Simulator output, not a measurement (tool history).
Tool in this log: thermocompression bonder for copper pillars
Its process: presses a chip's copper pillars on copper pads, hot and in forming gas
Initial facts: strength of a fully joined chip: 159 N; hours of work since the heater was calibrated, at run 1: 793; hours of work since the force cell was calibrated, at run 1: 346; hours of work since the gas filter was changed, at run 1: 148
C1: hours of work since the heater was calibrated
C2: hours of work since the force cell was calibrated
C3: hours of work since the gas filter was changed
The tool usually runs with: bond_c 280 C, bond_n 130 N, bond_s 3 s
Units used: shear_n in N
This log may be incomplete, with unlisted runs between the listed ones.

{"run": 1, "hour": 0.0, "bond_c": 280, "bond_n": 130, "bond_s": 3, "C1": 793, "C2": 346, "C3": 148, "shear_n": 57.9}
{"run": 2, "hour": 28.5, "bond_c": 280, "bond_n": 162, "bond_s": 3, "C1": 806, "C2": 358, "C3": 161, "shear_n": 71.3}
{"run": 3, "hour": 58.4, "bond_c": 280, "bond_n": 162, "bond_s": 3, "C1": 819, "C2": 372, "C3": 174, "shear_n": 71}
{"run": 4, "hour": 73.5, "bond_c": 297, "bond_n": 130, "bond_s": 3, "C1": 825, "C2": 378, "C3": 180, "shear_n": 68.2}
{"run": 5, "hour": 93.6, "bond_c": 297, "bond_n": 130, "bond_s": 3, "C1": 834, "C2": 387, "C3": 189, "shear_n": 67.5}
{"run": 6, "hour": 115.4, "bond_c": 297, "bond_n": 130, "bond_s": 3, "C1": 844, "C2": 397, "C3": 199, "shear_n": 67.9}
{"run": 7, "hour": 130.8, "bond_c": 297, "bond_n": 130, "bond_s": 3, "C1": 851, "C2": 403, "C3": 205, "shear_n": 68}
{"run": 8, "hour": 145.4, "bond_c": 280, "bond_n": 130, "bond_s": 7, "C1": 857, "C2": 410, "C3": 212, "shear_n": 76.2}
{"run": 9, "hour": 165.8, "bond_c": 280, "bond_n": 105, "bond_s": 3, "C1": 866, "C2": 419, "C3": 221, "shear_n": 44.5}
{"run": 10, "hour": 185.5, "bond_c": 280, "bond_n": 105, "bond_s": 3, "C1": 875, "C2": 427, "C3": 229, "shear_n": 45.3}
{"run": 11, "hour": 199.2, "bond_c": 280, "bond_n": 105, "bond_s": 3, "C1": 881, "C2": 433, "C3": 236, "shear_n": 45.2}
{"run": 12, "hour": 212.0, "bond_c": 280, "bond_n": 130, "bond_s": 2, "C1": 886, "C2": 439, "C3": 241, "shear_n": 48}
{"hour": 215.4, "done": "heater calibrated with a thermocouple chip"}
{"run": 13, "hour": 243.3, "bond_c": 280, "bond_n": 130, "bond_s": 2, "C1": 12, "C2": 452, "C3": 254, "shear_n": 47.9}
{"run": 14, "hour": 273.3, "bond_c": 297, "bond_n": 130, "bond_s": 3, "C1": 25, "C2": 465, "C3": 267, "shear_n": 68}
{"run": 15, "hour": 298.7, "bond_c": 297, "bond_n": 130, "bond_s": 3, "C1": 37, "C2": 476, "C3": 278, "shear_n": 67.7}
{"run": 16, "hour": 313.4, "bond_c": 297, "bond_n": 130, "bond_s": 3, "C1": 43, "C2": 483, "C3": 285, "shear_n": 67}
{"run": 17, "hour": 342.9, "bond_c": 297, "bond_n": 130, "bond_s": 3, "C1": 56, "C2": 496, "C3": 298, "shear_n": 67.1}
{"hour": 357.4, "done": "heater calibrated with a thermocouple chip, once more"}
{"run": 18, "hour": 367.9, "bond_c": 290, "bond_n": 130, "bond_s": 2, "C1": 5, "C2": 506, "C3": 308, "shear_n": 51.1}
{"run": 19, "hour": 383.2, "bond_c": 310, "bond_n": 176, "bond_s": 4, "C1": 11, "C2": 512, "C3": 315, "shear_n": 101.3}
{"run": 20, "hour": 397.0, "bond_c": 310, "bond_n": 176, "bond_s": 4, "C1": 17, "C2": 519, "C3": 321, "shear_n": 100.4}
{"run": 21, "hour": 425.8, "bond_c": 287, "bond_n": 130, "bond_s": 3, "C1": 30, "C2": 531, "C3": 333, "shear_n": 57.6}

Expected results for the next run?
{"run": 22, "hour": 450.2, "bond_c": 287, "bond_n": 130, "bond_s": 3, "C1": 41, "C2": 542, "C3": 344, "shear_n": "?"}

{"run 22": {"shear_n": 58.1}}
With the hidden condition absent and the run-to-run variation left alone, this run would have shown shear_n 64.8 N.
